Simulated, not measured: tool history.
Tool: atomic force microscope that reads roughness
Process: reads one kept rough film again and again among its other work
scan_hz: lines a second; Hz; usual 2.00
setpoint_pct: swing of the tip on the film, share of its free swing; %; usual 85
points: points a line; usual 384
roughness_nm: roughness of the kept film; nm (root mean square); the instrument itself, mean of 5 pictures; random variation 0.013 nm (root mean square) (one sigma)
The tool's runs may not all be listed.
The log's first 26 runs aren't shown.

| run | day | scan_hz | setpoint_pct | points | pictures with this tip | hours of work since the height scale was calibrated | roughness_nm |
|---|---|---|---|---|---|---|---|
|  | 45.838 | new tip fitted |
| 27 | 47.512 | 1.34 | 56 | 321 | 46 | 738 | 2.638 |
|  | 48.533 | new tip fitted |
| 28 | 48.846 | 0.96 | 56 | 581 | 8 | 751 | 3.257 |
| 29 | 50.225 | 0.96 | 56 | 581 | 46 | 766 | 2.606 |
|  | 51.350 | new tip fitted |
| 30 | 52.942 | 1.01 | 57 | 384 | 44 | 794 | 2.563 |
|  | 54.096 | new tip fitted |
| 31 | 54.096 | 1.01 | 57 | 384 | 0 | 806 | 3.445 |
| 32 | 55.408 | 1.01 | 57 | 384 | 36 | 820 | 2.713 |
|  | 56.817 | new tip fitted |
| 33 | 57.596 | 0.68 | 69 | 384 | 21 | 843 | 2.880 |
|  | 59.612 | new tip fitted |
| 34 | 60.154 | 1.12 | 90 | 725 | 15 | 869 | 2.836 |
| 35 | 61.912 | 1.12 | 90 | 725 | 64 | 888 | 2.142 |
|  | 62.367 | new tip fitted |
| 36 | 64.196 | 1.12 | 71 | 512 | 50 | 911 | 2.409 |
|  | 65.038 | new tip fitted |
| 37 | 65.888 | 2.20 | 77 | 425 | 23 | 929 | 2.718 |
|  | 67.788 | new tip fitted |
| 38 | 68.533 | 2.08 | 74 | 527 | 21 | 957 | 2.764 |
| 39 | 70.112 | 2.48 | 73 | 289 | 64 | 973 | 2.176 |
|  | 70.521 | new tip fitted |
| 40 | 71.854 | 2.48 | 73 | 289 | 37 | 991 | 2.445 |
|  | 73.233 | new tip fitted |
| 41 | 73.383 | 1.49 | 85 | 384 | 4 | 1007 | 3.035 |

3 ways to go on from here, each from the tool as it stands after run 41. What would each give?
| A | 75.696 | 2.00 | 85 | 716 | 68 | 1031 | ? |
| B | 75.696 | 1.49 | 85 | 369 | 68 | 1031 | ? |
| C | 75.696 | 1.11 | 73 | 384 | 68 | 1031 | ? |

| run | roughness_nm |
|---|---|
| A | 1.986 |
| B | 2.053 |
| C | 2.193 |
Without the tool's hidden state the same runs would have given:
| run | roughness_nm |
|---|---|
| A | 3.068 |
| B | 3.172 |
| C | 3.391 |
